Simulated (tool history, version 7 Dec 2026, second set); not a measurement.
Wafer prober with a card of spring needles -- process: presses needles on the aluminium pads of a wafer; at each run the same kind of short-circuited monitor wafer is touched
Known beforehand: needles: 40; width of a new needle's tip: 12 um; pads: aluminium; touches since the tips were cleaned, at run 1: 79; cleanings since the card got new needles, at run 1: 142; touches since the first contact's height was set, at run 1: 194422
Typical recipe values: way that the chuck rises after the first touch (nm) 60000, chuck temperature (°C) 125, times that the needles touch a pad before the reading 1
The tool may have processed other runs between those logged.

run   hour  way that the chuck rises after the first touch (nm)  chuck temperature (°C)  times that the needles touch a pad before the reading  touches since the tips were cleaned  cleanings since the card got new needles  touches since the first contact's height was set  resistance of one needle with its contact and lead (mohm)  way that a needle slides on the pad (nm)
  1    0.0                                                60000                     125                                                      1                                   79                                       142                                            194422                                                        231                                     10370
       2.5  -- height of the first contact set anew
       4.7  -- tips cleaned on abrasive film
       9.2  -- tips cleaned on abrasive film
      14.7  -- tips cleaned on abrasive film
  2   14.7                                                60000                     125                                                      1                                    0                                       145                                              6925                                                        230                                     10330
      20.2  -- tips cleaned on abrasive film
      25.8  -- tips cleaned on abrasive film
      31.3  -- tips cleaned on abrasive film
  3   32.2                                                60000                     125                                                      1                                  499                                       148                                             16881                                                        233                                     10390
      36.6  -- tips cleaned on abrasive film
      41.1  -- tips cleaned on abrasive film
  4   44.9                                                60000                     125                                                      1                                 2218                                       150                                             24124                                                        232                                     10330
      46.1  -- tips cleaned on abrasive film
      50.5  -- tips cleaned on abrasive film
      55.0  -- tips cleaned on abrasive film
  5   58.8                                                60000                     125                                                      1                                 2201                                       153                                             32004                                                        228                                     10210
      60.0  -- tips cleaned on abrasive film
      64.4  -- tips cleaned on abrasive film
      70.0  -- tips cleaned on abrasive film
  6   70.0                                                60000                     125                                                      1                                    7                                       156                                             38322                                                        229                                     10170
      74.4  -- tips cleaned on abrasive film
      78.9  -- tips cleaned on abrasive film
      83.3  -- tips cleaned on abrasive film
      87.8  -- tips cleaned on abrasive film
  7   90.4                                                60000                     125                                                      1                                 1547                                       160                                             49958                                                        234                                     10200
      92.7  -- tips cleaned on abrasive film
      98.3  -- tips cleaned on abrasive film
  8  102.1                                                60000                     125                                                      1                                 2204                                       162                                             56581                                                        231                                     10210
     103.2  -- tips cleaned on abrasive film
     107.7  -- tips cleaned on abrasive film
     113.2  -- tips cleaned on abrasive film
  9  117.3                                                60000                     125                                                      1                                 2351                                       165                                             65242                                                        228                                     10280
     118.5  -- tips cleaned on abrasive film
     122.9  -- tips cleaned on abrasive film
     127.4  -- tips cleaned on abrasive film
     131.8  -- tips cleaned on abrasive film
 10  134.4                                                60000                     125                                                      1                                 1469                                       169                                             74913                                                        231                                     10300
     136.6  -- tips cleaned on abrasive film
     141.1  -- tips cleaned on abrasive film
     145.6  -- tips cleaned on abrasive film
     150.0  -- tips cleaned on abrasive film
     155.5  -- tips cleaned on abrasive film
     160.0  -- tips cleaned on abrasive film
 11  160.9                                                60000                      29                                                      1                                  553                                       175                                             89959                                                        207                                     10510
     165.4  -- tips cleaned on abrasive film
     169.8  -- tips cleaned on abrasive film
     174.3  -- tips cleaned on abrasive film
 12  177.3                                                60000                      29                                                      1                                 1776                                       178                                             99306                                                        210                                     10170
     179.6  -- tips cleaned on abrasive film
     184.1  -- tips cleaned on abrasive film
     189.6  -- tips cleaned on abrasive film
 13  189.6                                                60000                     125                                                      2                                    0                                       181                                            106239                                                        228                                     10270
     195.1  -- tips cleaned on abrasive film
     199.6  -- tips cleaned on abrasive film
 14  202.4                                                60000                      26                                                      2                                 1606                                       183                                            113523                                                        205                                     10200
     204.6  -- tips cleaned on abrasive film
     210.2  -- tips cleaned on abrasive film
     214.6  -- tips cleaned on abrasive film
     219.1  -- tips cleaned on abrasive film
 15  220.4                                                60000                      72                                                      1                                  802                                       187                                            123775                                                        222                                     10430
     223.8  -- tips cleaned on abrasive film
     229.3  -- tips cleaned on abrasive film
 16  233.5                                                60000                      72                                                      1                                 2399                                       189                                            131219                                                        222                                     10490
     234.7  -- tips cleaned on abrasive film
     240.2  -- tips cleaned on abrasive film
     245.8  -- tips cleaned on abrasive film
     250.2  -- tips cleaned on abrasive film
 17  250.9                                                55000                      29                                                      2                                  410                                       193                                            141095                                                        209                                      9420
     255.4  -- tips cleaned on abrasive film
     259.8  -- tips cleaned on abrasive film
     264.3  -- tips cleaned on abrasive film
     269.8  -- tips cleaned on abrasive film
 18  270.9                                                63000                      91                                                      3                                  617                                       197                                            152430                                                        223                                     10630
     274.5  -- tips cleaned on abrasive film
     280.0  -- tips cleaned on abrasive film
     284.5  -- tips cleaned on abrasive film
     288.9  -- tips cleaned on abrasive film
 19  289.3                                                63000                      91                                                      3                                  199                                       201                                            162878                                                        221                                     10720
     293.7  -- tips cleaned on abrasive film
     299.2  -- tips cleaned on abrasive film
 20  302.2                                                63000                      91                                                      3                                 1733                                       203                                            170272                                                        226                                     10890
     304.5  -- tips cleaned on abrasive film
     309.0  -- tips cleaned on abrasive film
     313.8  -- tips cleaned on abrasive film
 21  313.8                                                64000                     100                                                      2                                    0                                       206                                            176788                                                        221                                     11080
     319.3  -- tips cleaned on abrasive film
     324.8  -- tips cleaned on abrasive film
 22  325.7                                                64000                     100                                                      2                                  526                                       208                                            183608                                                        221                                     10950
     330.2  -- tips cleaned on abrasive film
     335.7  -- tips cleaned on abrasive film
     340.1  -- tips cleaned on abrasive film
 23  341.5                                                62000                     125                                                      3                                  773                                       211                                            192552                                                        231                                     10600
     344.8  -- tips cleaned on abrasive film
     347.3  -- height of the first contact set anew
     349.6  -- tips cleaned on abrasive film
     355.1  -- tips cleaned on abrasive film
     359.6  -- tips cleaned on abrasive film
 24  360.0                                                62000                     125                                                      3                                  241                                       215                                              7183                                                        233                                     10850
     364.4  -- tips cleaned on abrasive film
     368.9  -- tips cleaned on abrasive film
     373.3  -- tips cleaned on abrasive film
     377.8  -- tips cleaned on abrasive film
 25  379.2                                                63000                     125                                                      2                                  787                                       219                                             18066                                                        229                                     10800
     382.5  -- tips cleaned on abrasive film
     387.0  -- tips cleaned on abrasive film
     391.4  -- tips cleaned on abrasive film
     395.9  -- tips cleaned on abrasive film
 26  398.3                                                45000                      44                                                      1                                 1428                                       223                                             28959                                                        211                                      7830
     400.6  -- tips cleaned on abrasive film
     405.1  -- tips cleaned on abrasive film
     410.6  -- tips cleaned on abrasive film
     415.1  -- tips cleaned on abrasive film
     420.6  -- tips cleaned on abrasive film
 27  423.5                                                42000                      67                                                      3                                 1692                                       228                                             43270                                                        219                                      7190

Take each entry between the runs: how does the hidden state at the last listed run before it differ from the hidden state at the first listed run after it?
Logged between run 1 and run 2: height of the first contact set anew (hour 2.5); tips cleaned on abrasive film (hour 4.7); tips cleaned on abrasive film (hour 9.2); tips cleaned on abrasive film (hour 14.7)
  way that the needles fall short of the set height, um: 0.1 -> 0
Logged between run 2 and run 3: tips cleaned on abrasive film (hour 20.2); tips cleaned on abrasive film (hour 25.8); tips cleaned on abrasive film (hour 31.3)
  debris on the tips, nm: 0.1 -> 0.4; way that the needles fall short of the set height, um: 0 -> 0.01
Logged between run 3 and run 4: tips cleaned on abrasive film (hour 36.6); tips cleaned on abrasive film (hour 41.1)
  debris on the tips, nm: 0.4 -> 0.9
Logged between run 4 and run 5: tips cleaned on abrasive film (hour 46.1); tips cleaned on abrasive film (hour 50.5); tips cleaned on abrasive film (hour 55.0)
  debris on the tips, nm: 0.9 -> 1; way that the needles fall short of the set height, um: 0.01 -> 0.02; tips' diameter, um: 12.07 -> 12.08
Logged between run 5 and run 6: tips cleaned on abrasive film (hour 60.0); tips cleaned on abrasive film (hour 64.4); tips cleaned on abrasive film (hour 70.0)
  debris on the tips, nm: 1 -> 0.1
Logged between run 6 and run 7: tips cleaned on abrasive film (hour 74.4); tips cleaned on abrasive film (hour 78.9); tips cleaned on abrasive film (hour 83.3); tips cleaned on abrasive film (hour 87.8)
  debris on the tips, nm: 0.1 -> 0.7; way that the needles fall short of the set height, um: 0.02 -> 0.03
Logged between run 7 and run 8: tips cleaned on abrasive film (hour 92.7); tips cleaned on abrasive film (hour 98.3)
  debris on the tips, nm: 0.7 -> 1
Logged between run 8 and run 9: tips cleaned on abrasive film (hour 103.2); tips cleaned on abrasive film (hour 107.7); tips cleaned on abrasive film (hour 113.2)
  debris on the tips, nm: 1 -> 0.9
Logged between run 9 and run 10: tips cleaned on abrasive film (hour 118.5); tips cleaned on abrasive film (hour 122.9); tips cleaned on abrasive film (hour 127.4); tips cleaned on abrasive film (hour 131.8)
  debris on the tips, nm: 0.9 -> 0.7; way that the needles fall short of the set height, um: 0.03 -> 0.04
Logged between run 10 and run 11: tips cleaned on abrasive film (hour 136.6); tips cleaned on abrasive film (hour 141.1); tips cleaned on abrasive film (hour 145.6); tips cleaned on abrasive film (hour 150.0); tips cleaned on abrasive film (hour 155.5); tips cleaned on abrasive film (hour 160.0)
  debris on the tips, nm: 0.7 -> 0.3; way that the needles fall short of the set height, um: 0.04 -> 0.05; tips' diameter, um: 12.08 -> 12.09
Logged between run 11 and run 12: tips cleaned on abrasive film (hour 165.4); tips cleaned on abrasive film (hour 169.8); tips cleaned on abrasive film (hour 174.3)
  debris on the tips, nm: 0.3 -> 0.8
Logged between run 12 and run 13: tips cleaned on abrasive film (hour 179.6); tips cleaned on abrasive film (hour 184.1); tips cleaned on abrasive film (hour 189.6)
  debris on the tips, nm: 0.8 -> 0.1; way that the needles fall short of the set height, um: 0.05 -> 0.06
Logged between run 13 and run 14: tips cleaned on abrasive film (hour 195.1); tips cleaned on abrasive film (hour 199.6)
  debris on the tips, nm: 0.1 -> 0.8
Logged between run 14 and run 15: tips cleaned on abrasive film (hour 204.6); tips cleaned on abrasive film (hour 210.2); tips cleaned on abrasive film (hour 214.6); tips cleaned on abrasive film (hour 219.1)
  debris on the tips, nm: 0.8 -> 0.5; way that the needles fall short of the set height, um: 0.06 -> 0.07
Logged between run 15 and run 16: tips cleaned on abrasive film (hour 223.8); tips cleaned on abrasive film (hour 229.3)
  debris on the tips, nm: 0.5 -> 1
Logged between run 16 and run 17: tips cleaned on abrasive film (hour 234.7); tips cleaned on abrasive film (hour 240.2); tips cleaned on abrasive film (hour 245.8); tips cleaned on abrasive film (hour 250.2)
  debris on the tips, nm: 1 -> 0.3; way that the needles fall short of the set height, um: 0.07 -> 0.08; tips' diameter, um: 12.09 -> 12.1
Logged between run 17 and run 18: tips cleaned on abrasive film (hour 255.4); tips cleaned on abrasive film (hour 259.8); tips cleaned on abrasive film (hour 264.3); tips cleaned on abrasive film (hour 269.8)
  debris on the tips, nm: 0.3 -> 0.4
Logged between run 18 and run 19: tips cleaned on abrasive film (hour 274.5); tips cleaned on abrasive film (hour 280.0); tips cleaned on abrasive film (hour 284.5); tips cleaned on abrasive film (hour 288.9)
  debris on the tips, nm: 0.4 -> 0.2; way that the needles fall short of the set height, um: 0.08 -> 0.09
Logged between run 19 and run 20: tips cleaned on abrasive film (hour 293.7); tips cleaned on abrasive film (hour 299.2)
  debris on the tips, nm: 0.2 -> 0.9
Logged between run 20 and run 21: tips cleaned on abrasive film (hour 304.5); tips cleaned on abrasive film (hour 309.0); tips cleaned on abrasive film (hour 313.8)
  debris on the tips, nm: 0.9 -> 0.1
Logged between run 21 and run 22: tips cleaned on abrasive film (hour 319.3); tips cleaned on abrasive film (hour 324.8)
  debris on the tips, nm: 0.1 -> 0.4; way that the needles fall short of the set height, um: 0.09 -> 0.1
Logged between run 22 and run 23: tips cleaned on abrasive film (hour 330.2); tips cleaned on abrasive film (hour 335.7); tips cleaned on abrasive film (hour 340.1)
  tips' diameter, um: 12.1 -> 12.11
Logged between run 23 and run 24: tips cleaned on abrasive film (hour 344.8); height of the first contact set anew (hour 347.3); tips cleaned on abrasive film (hour 349.6); tips cleaned on abrasive film (hour 355.1); tips cleaned on abrasive film (hour 359.6)
  debris on the tips, nm: 0.4 -> 0.2; way that the needles fall short of the set height, um: 0.1 -> 0
Logged between run 24 and run 25: tips cleaned on abrasive film (hour 364.4); tips cleaned on abrasive film (hour 368.9); tips cleaned on abrasive film (hour 373.3); tips cleaned on abrasive film (hour 377.8)
  debris on the tips, nm: 0.2 -> 0.5; way that the needles fall short of the set height, um: 0 -> 0.01
Logged between run 25 and run 26: tips cleaned on abrasive film (hour 382.5); tips cleaned on abrasive film (hour 387.0); tips cleaned on abrasive film (hour 391.4); tips cleaned on abrasive film (hour 395.9)
  debris on the tips, nm: 0.5 -> 0.6
Logged between run 26 and run 27: tips cleaned on abrasive film (hour 400.6); tips cleaned on abrasive film (hour 405.1); tips cleaned on abrasive film (hour 410.6); tips cleaned on abrasive film (hour 415.1); tips cleaned on abrasive film (hour 420.6)
  debris on the tips, nm: 0.6 -> 0.8; way that the needles fall short of the set height, um: 0.01 -> 0.02

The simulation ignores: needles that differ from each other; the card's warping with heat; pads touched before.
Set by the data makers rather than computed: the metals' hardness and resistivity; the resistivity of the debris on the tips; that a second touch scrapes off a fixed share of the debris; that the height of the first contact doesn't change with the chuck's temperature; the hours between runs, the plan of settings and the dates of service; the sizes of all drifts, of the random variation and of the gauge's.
